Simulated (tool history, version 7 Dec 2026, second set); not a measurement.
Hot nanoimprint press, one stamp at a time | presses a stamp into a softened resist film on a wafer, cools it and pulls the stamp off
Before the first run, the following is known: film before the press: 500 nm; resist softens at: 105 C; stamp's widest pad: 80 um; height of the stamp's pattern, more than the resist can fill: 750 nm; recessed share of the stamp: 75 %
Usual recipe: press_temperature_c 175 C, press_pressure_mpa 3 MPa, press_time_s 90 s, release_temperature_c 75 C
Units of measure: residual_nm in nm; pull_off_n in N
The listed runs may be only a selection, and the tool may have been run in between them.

run,day,press_temperature_c,press_pressure_mpa,press_time_s,release_temperature_c,residual_nm,pull_off_n
1,0,175,3,90,75,232,175
2,0.483,175,3,90,75,229.8,173
3,0.917,175,3,90,75,231.3,183
4,1.233,181,3,90,75,172.5,182
5,1.779,167,3,90,75,328,189
6,2.079,167,3,75,75,341.9,192
7,2.504,167,3,75,75,343.3,189
8,3.071,175,3,90,67,229.5,215
9,3.646,175,4.76,90,75,186.7,201
10,4.15,175,4.76,90,75,187.9,201
11,4.712,175,3,90,75,229.2,209
12,5.079,175,3,90,75,229.8,202
13,5.646,175,3,90,75,228.5,212
14,6.188,175,3,90,75,228.8,216
15,6.804,175,3,90,75,230.3,221
16,7.425,175,3,90,75,227.5,208

Run 17 comes next. What will it give?
17,7.792,175,3,90,75,?,?

{"run 17": {"residual_nm": 228.2, "pull_off_n": 221}}
With the hidden condition absent and the run-to-run variation left alone, this run would have shown residual_nm 229.3 nm, pull_off_n 164 N.
